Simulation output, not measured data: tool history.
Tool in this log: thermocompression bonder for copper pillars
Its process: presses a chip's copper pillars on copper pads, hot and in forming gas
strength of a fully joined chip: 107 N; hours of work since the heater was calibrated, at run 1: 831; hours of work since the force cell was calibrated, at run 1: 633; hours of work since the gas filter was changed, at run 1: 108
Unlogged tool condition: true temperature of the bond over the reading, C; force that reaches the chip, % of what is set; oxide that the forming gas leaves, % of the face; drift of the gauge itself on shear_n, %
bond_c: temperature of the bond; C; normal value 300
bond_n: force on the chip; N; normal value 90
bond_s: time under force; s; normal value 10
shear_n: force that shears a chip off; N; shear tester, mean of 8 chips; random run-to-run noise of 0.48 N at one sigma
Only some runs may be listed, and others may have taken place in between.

run,hour,bond_c,bond_n,bond_s,hours of work since the heater was calibrated,hours of work since the force cell was calibrated,hours of work since the gas filter was changed,shear_n
1,0,300,90,10,831,633,108,55
2,16.4,310,90,10,844,646,120,59.5
3,38,300,90,10,861,663,137,54.4
4,58.6,300,90,10,877,679,153,54
5,75.2,300,90,10,890,692,166,55.2
6,86.3,300,90,10,898,700,174,53.7
7,100.3,300,90,10,909,711,185,53.8
8,126.8,300,90,20,930,731,206,66.2
9,150.9,300,123,10,948,750,224,67.2
10,162.8,300,90,10,957,759,234,53.7
11,189,300,92,10,978,780,254,53.7
12,212.7,300,90,10,996,798,272,52.8
13,239.3,300,90,10,1017,818,293,52.6
14,264.3,300,90,10,1036,838,312,53.4
15,290.8,300,90,10,1056,858,333,52.7
16,312.6,291,95,6,1073,875,350,41.3
17,326.7,291,95,6,1084,886,361,41.7
18,338.6,291,95,6,1093,895,370,41.6
# hour 342.3: heater calibrated with a thermocouple chip
19,366.7,325,59,13,19,916,390,51.6
# hour 373: forming gas filter changed
20,383.4,312,69,18,31,928,8,64.8
21,410.7,300,107,10,53,949,29,65.7
22,424.9,305,128,5,64,960,40,65.3
23,444.6,300,60,10,79,975,55,39.9
24,465.3,327,60,10,95,991,71,54.7
25,487.2,327,60,10,112,1008,88,53.7
# hour 508.7: heater calibrated with a thermocouple chip, once more
26,513.5,327,80,16,4,1027,107,71.5
27,526.7,318,62,9,14,1037,117,44.6

Measured less the same run without the tool's hidden state. The same run-to-run variation is in both; the gauge's scatter may not be:
run,shear_n
1,+1.6
2,+1.3
3,+1.3
4,+1.1
5,+1
6,+0.9
7,+0.8
8,-0.1
9,-0.5
10,+0.2
11,-0.1
12,-0.3
13,-0.5
14,-0.7
15,-1
16,-0.4
17,-0.5
18,-0.6
19,-0.4
20,+5.9
21,+5.8
22,+5.5
23,+4.5
24,+4.8
25,+4.5
26,-0.1
27,+0.4
